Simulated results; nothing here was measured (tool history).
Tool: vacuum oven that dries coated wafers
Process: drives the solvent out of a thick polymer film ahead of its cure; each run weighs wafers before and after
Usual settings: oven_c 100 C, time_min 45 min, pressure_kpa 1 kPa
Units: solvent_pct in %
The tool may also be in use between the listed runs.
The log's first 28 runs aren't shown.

run	day	oven_c	time_min	pressure_kpa	hours of work since the thermocouples were calibrated	hours of work since the vacuum gauge was cleaned of residue	solvent_pct
29	58.375	113	30	0.74	1107	840	2.35
30	60.579	100	74	0.77	1138	872	1.83
31	62.642	87	45	0.51	1167	901	8.61
32	65.225	87	45	0.51	1204	937	8.65
33	67.542	90	45	1	1237	970	7.74
# day 69.35: oven's thermocouples calibrated
34	70.062	90	45	1	10	1004	7.7
35	72.158	88	66	0.74	40	1034	6.14
36	73.475	88	66	0.74	58	1053	6.15
37	76.075	100	45	0.64	95	1089	4.06
38	78.425	110	53	1	128	1123	1.07
39	80.038	86	49	1	151	1145	8.66
40	81.192	96	37	1.23	167	1162	6.74
41	83.096	96	60	1.03	194	1189	3.95
42	85.283	96	60	1.03	225	1219	3.91
43	86.612	88	45	2.09	244	1238	8.91

5 ways to go on from here, each from the tool as it stands after run 43. What would each give?
A	89.021	114	70	1	278	1272	?
B	89.021	87	45	0.77	278	1272	?
C	89.021	107	65	1	278	1272	?
D	89.021	99	24	2.09	278	1272	?
E	89.021	88	45	2.29	278	1272	?

run	solvent_pct
A	0.35
B	8.78
C	1.04
D	8.45
E	8.94
Without the tool's hidden state the same runs would have given:
run	solvent_pct
A	0.35
B	8.79
C	1.04
D	8.45
E	8.95
